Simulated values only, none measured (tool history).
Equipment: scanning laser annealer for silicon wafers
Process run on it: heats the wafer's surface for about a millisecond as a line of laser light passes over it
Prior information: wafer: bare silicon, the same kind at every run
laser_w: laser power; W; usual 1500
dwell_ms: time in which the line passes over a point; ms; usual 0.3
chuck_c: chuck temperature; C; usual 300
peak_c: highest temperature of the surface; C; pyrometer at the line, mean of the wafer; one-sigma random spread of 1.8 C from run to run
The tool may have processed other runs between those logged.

run	day	laser_w	dwell_ms	chuck_c	peak_c
1	0	1500	0.3	300	1000
2	1.154	1535	0.3	300	1015
3	1.904	1535	0.3	300	1012
4	2.738	1314	0.3	300	917
5	3.904	1314	0.3	300	913
6	4.792	1596	0.3	300	1035
7	5.375	1596	0.3	300	1037
8	6.471	1596	0.3	300	1039
9	7.042	1500	0.3	300	997
10	7.658	1500	0.3	300	994
11	8.546	1500	0.3	300	992
12	9.188	1500	0.3	300	994
13	9.962	1500	0.3	300	995
14	11.062	1500	0.266	300	946
15	12.225	1500	0.266	300	947
16	13.058	1500	0.266	300	946
17	13.712	1500	0.266	300	942
18	14.396	1500	0.266	300	942
19	15.554	1440	0.3	300	966
20	16.4	1413	0.307	300	958
21	17.125	1443	0.279	310	947
22	17.617	1500	0.339	332	1068
23	18.362	1500	0.3	301	990
24	19.412	1569	0.342	305	1075
# day 19.583: window over the wafer cleaned
25	20.538	1647	0.3	274	1015
26	21.4	1369	0.264	300	880
# day 21.771: window over the wafer cleaned, once more
27	22.633	1506	0.258	300	949
28	23.208	1500	0.255	321	964
29	24.117	1500	0.374	313	1110
30	24.904	1500	0.374	313	1109
31	25.504	1500	0.246	317	944
32	26.2	1500	0.246	317	945
33	26.958	1364	0.3	271	909
34	27.542	1330	0.211	292	805
35	28.571	1532	0.251	300	946
36	29.054	1532	0.251	300	946
37	29.896	1532	0.251	300	943

Predict each of these 3 candidate next runs independently; none follows another, all start after run 37:
A	30.912	1358	0.281	282	?
B	30.912	1447	0.251	277	?
C	30.912	1532	0.218	300	?

run	peak_c
A	895
B	890
C	895
With the hidden condition removed and each run's random variation left untouched, the same runs would have given:
run	peak_c
A	906
B	900
C	905
